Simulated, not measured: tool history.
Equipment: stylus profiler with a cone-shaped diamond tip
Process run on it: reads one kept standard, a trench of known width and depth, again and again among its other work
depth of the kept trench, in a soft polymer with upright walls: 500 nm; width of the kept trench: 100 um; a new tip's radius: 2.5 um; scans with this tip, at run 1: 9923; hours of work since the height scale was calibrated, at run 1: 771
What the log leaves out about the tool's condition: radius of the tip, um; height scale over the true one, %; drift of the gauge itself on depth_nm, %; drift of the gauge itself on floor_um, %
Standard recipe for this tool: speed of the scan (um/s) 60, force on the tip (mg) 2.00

run     day  speed of the scan (um/s)  force on the tip (mg)  scans with this tip  hours of work since the height scale was calibrated  depth of the trench (nm)  width of the trench's floor (um)
  1   0.000                        60                   2.00                 9923                                                  771                    503.98                             96.90
  2   1.042                        60                   2.00                10160                                                  790                    503.93                             96.86
  3   2.012                        60                   2.00                10381                                                  807                    503.94                             96.81
  4   3.267                        60                   2.00                10666                                                  829                    503.88                             96.83
  5   4.262                        60                   2.00                10893                                                  847                    503.92                             96.79
  6   4.975                        60                   2.00                11054                                                  859                    504.07                             96.83
  7   5.512                        60                   2.59                11177                                                  869                    504.78                             96.84
  8   6.367                        60                   2.59                11371                                                  884                    504.54                             96.85
      6.912  -- height scale calibrated on a step standard
  9   7.625                        60                   2.59                11653                                                   13                    504.77                             96.86
 10   8.521                        60                   2.59                11856                                                   28                    504.65                             96.86
 11   9.104                        60                   2.00                11989                                                   39                    503.99                             96.77
 12  10.175                        60                   2.00                12232                                                   58                    503.93                             96.85
 13  11.012                        60                   5.96                12422                                                   72                    508.24                             96.86
 14  11.779                        60                   5.96                12596                                                   86                    508.29                             96.88
 15  12.779                        60                   5.96                12824                                                  104                    508.40                             96.86
 16  13.433                        32                   2.00                12973                                                  115                    504.17                             96.88
 17  13.967                       117                   2.00                13093                                                  125                    503.99                             96.68
 18  14.504                       117                   2.00                13216                                                  134                    504.02                             96.68
 19  15.238                       117                   2.00                13382                                                  147                    504.14                             96.69
 20  16.475                       117                   2.00                13665                                                  169                    504.02                             96.68
 21  16.988                       117                   2.00                13781                                                  178                    504.02                             96.69
 22  18.021                       117                   2.00                14016                                                  196                    504.03                             96.69
 23  19.058                        18                   2.00                14252                                                  215                    504.00                             96.88
     19.579  -- new tip fitted, height scale calibrated
 24  20.042                        18                   2.00                  105                                                    8                    503.87                             96.97
 25  21.054                        46                   0.75                  335                                                   26                    502.07                             96.85
 26  22.275                        31                   0.75                  613                                                   48                    502.12                             96.89
 27  22.867                        31                   0.75                  748                                                   58                    502.28                             96.94
 28  23.479                        99                   1.14                  887                                                   69                    502.74                             96.70
 29  24.717                        99                   1.14                 1168                                                   91                    502.63                             96.65
 30  25.867                        99                   1.14                 1430                                                  111                    502.80                             96.65
 31  27.075                        99                   1.14                 1704                                                  132                    502.77                             96.66
 32  27.662                        99                   1.14                 1838                                                  143                    502.68                             96.69
 33  28.288                        94                   3.95                 1979                                                  154                    506.22                             96.85
 34  28.867                        94                   3.95                 2111                                                  164                    506.26                             96.83
 35  29.379                        21                   0.78                 2228                                                  173                    502.02                             96.98
 36  30.271                       197                   4.71                 2430                                                  189                    507.07                             96.68
 37  31.425                       197                   4.71                 2693                                                  209                    507.00                             96.69
 38  32.588                       197                   4.71                 2957                                                  230                    507.04                             96.67
 39  33.833                       197                   4.71                 3240                                                  252                    507.21                             96.69
 40  34.375                        70                   1.34                 3364                                                  261                    502.98                             96.79
 41  34.888                        18                   2.97                 3480                                                  270                    505.15                             96.90
 42  35.492                        18                   2.97                 3617                                                  281                    505.19                             96.93
 43  36.075                        18                   2.97                 3750                                                  291                    505.32                             96.96

Some steps in width of the trench's floor (um), run to run, broken into two amounts with sign: the step expected even without the hidden condition (settings, incoming material, random variation), and the rest, left for the hidden condition together with whatever gauge scatter is not in both the measured and the hidden-condition-free result:
Run 2 -> 3: no setting touched and nothing written in the log between the runs. width of the trench's floor (um) -0.05: hidden state -0.01, all else -0.04.
Run 3 -> 4: no setting touched and nothing written in the log between the runs. width of the trench's floor (um) +0.02: hidden state +0.01, all else +0.01.
Run 16 -> 17: speed of the scan (um/s) 32 -> 117. width of the trench's floor (um) -0.20: hidden state +0.00, all else -0.20.
Run 23 -> 24: new tip fitted, height scale calibrated. width of the trench's floor (um) +0.09: hidden state +0.04, all else +0.05.
Run 27 -> 28: speed of the scan (um/s) 31 -> 99, force on the tip (mg) 0.75 -> 1.14. width of the trench's floor (um) -0.24: hidden state +0.01, all else -0.25.
Run 35 -> 36: speed of the scan (um/s) 21 -> 197, force on the tip (mg) 0.78 -> 4.71. width of the trench's floor (um) -0.30: hidden state -0.01, all else -0.29.

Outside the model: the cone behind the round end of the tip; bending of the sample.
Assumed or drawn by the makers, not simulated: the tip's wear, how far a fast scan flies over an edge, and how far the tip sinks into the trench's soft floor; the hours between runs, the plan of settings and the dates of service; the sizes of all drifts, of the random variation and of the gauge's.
